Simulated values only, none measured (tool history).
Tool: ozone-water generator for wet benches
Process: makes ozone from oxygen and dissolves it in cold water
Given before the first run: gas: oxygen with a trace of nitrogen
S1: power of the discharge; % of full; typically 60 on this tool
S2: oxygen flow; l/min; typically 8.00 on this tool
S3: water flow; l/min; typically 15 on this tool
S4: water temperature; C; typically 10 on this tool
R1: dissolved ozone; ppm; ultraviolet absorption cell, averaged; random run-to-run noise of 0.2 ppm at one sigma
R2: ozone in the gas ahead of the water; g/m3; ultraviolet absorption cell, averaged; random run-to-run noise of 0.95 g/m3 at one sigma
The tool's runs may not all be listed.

run	hour	S1	S2	S3	S4	R1	R2
1	0.0	60	8.00	15	10	27.2	159.0
2	71.5	60	8.00	15	10	27.4	159.1
3	111.4	60	8.00	15	10	27.3	160.2
4	157.5	42	8.00	15	10	20.4	118.8
5	213.8	46	8.00	15	10	21.6	128.7
6	247.0	46	8.00	15	10	21.7	127.1
7	297.9	46	8.00	15	10	21.5	127.4
8	331.2	46	8.00	15	10	21.4	127.0
9	364.1	60	8.00	15	8	27.6	159.2
10	430.5	60	8.00	15	8	28.1	159.0
11	502.8	60	8.00	18	10	23.3	158.3
12	566.7	60	8.00	18	10	22.7	156.6
13	637.3	60	8.00	15	10	26.7	159.9
14	709.8	60	8.00	16	10	25.0	157.5
15	745.6	60	4.00	22	8	15.4	197.6
16	801.3	99	14.32	11	9	50.9	195.4
17	836.8	99	14.32	11	9	50.8	196.9
18	869.7	67	9.11	15	10	29.7	163.8
19	909.4	84	8.00	17	10	31.0	206.3
20	971.3	60	8.00	12	10	31.6	157.4
21	1012.5	60	8.00	12	10	31.0	157.0
22	1047.6	60	4.63	11	7	32.7	186.2
23	1104.1	60	4.63	11	7	32.8	187.6
24	1139.5	41	8.00	15	14	18.0	115.5
25	1179.9	41	8.00	15	14	17.9	115.3
26	1221.9	60	11.54	20	7	22.7	138.6
27	1285.2	97	9.40	15	10	39.3	218.4

Each row is a separate what-if for the run after 27, all from the same tool condition, not one after another. Results?
A	1341.1	63	6.26	9	10	?	?
B	1341.1	44	11.17	15	10	?	?
C	1341.1	48	9.40	15	11	?	?
D	1341.1	60	5.31	15	10	?	?

run	R1	R2
A	38.2	176.1
B	21.0	110.7
C	21.9	122.9
D	24.5	178.9
What these runs would have given with no unlogged condition in the tool:
run	R1	R2
A	40.7	181.3
B	22.5	112.9
C	23.6	125.7
D	26.5	184.0

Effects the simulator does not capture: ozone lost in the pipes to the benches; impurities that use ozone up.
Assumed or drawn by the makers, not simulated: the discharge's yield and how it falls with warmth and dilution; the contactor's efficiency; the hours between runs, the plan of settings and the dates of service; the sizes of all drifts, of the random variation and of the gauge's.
